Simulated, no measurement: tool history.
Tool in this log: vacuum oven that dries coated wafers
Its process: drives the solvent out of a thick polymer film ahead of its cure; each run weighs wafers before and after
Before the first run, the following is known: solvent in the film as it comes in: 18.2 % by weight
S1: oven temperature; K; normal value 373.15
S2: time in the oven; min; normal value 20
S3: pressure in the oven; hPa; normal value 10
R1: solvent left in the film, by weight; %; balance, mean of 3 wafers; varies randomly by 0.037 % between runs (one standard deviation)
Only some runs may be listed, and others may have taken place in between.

| run | hour | S1 | S2 | S3 | R1 |
|---|---|---|---|---|---|
| 1 | 0 | 373.15 | 20 | 10 | 3.33 |
|  | 5.9 | oven's thermocouples calibrated |
| 2 | 47 | 373.15 | 20 | 10 | 3.48 |
| 3 | 72 | 373.15 | 20 | 10 | 3.47 |
| 4 | 121.2 | 373.15 | 20 | 10 | 3.54 |
| 5 | 154.7 | 381.15 | 20 | 10 | 1.96 |
|  | 203 | oven's thermocouples calibrated, once more |
| 6 | 213 | 381.15 | 20 | 10 | 1.72 |
| 7 | 257.3 | 381.15 | 20 | 10 | 1.68 |
| 8 | 297.3 | 366.15 | 12 | 17 | 7.57 |
| 9 | 323.5 | 363.15 | 12 | 6.7 | 8.01 |
| 10 | 368.3 | 363.15 | 12 | 6.7 | 8.03 |
| 11 | 398.7 | 363.15 | 12 | 6.7 | 7.87 |
| 12 | 449.3 | 374.15 | 12 | 5.9 | 5.33 |
| 13 | 506.9 | 374.15 | 12 | 5.9 | 5.33 |

Run 14, settings as shown, results not yet in. Your forecast:
| 14 | 543.1 | 385.15 | 26 | 10 | ? |

{"run 14": {"R1": 0.74}}
If the tool had no hidden condition, the same run with the same run-to-run variation would have returned R1 0.69 %.

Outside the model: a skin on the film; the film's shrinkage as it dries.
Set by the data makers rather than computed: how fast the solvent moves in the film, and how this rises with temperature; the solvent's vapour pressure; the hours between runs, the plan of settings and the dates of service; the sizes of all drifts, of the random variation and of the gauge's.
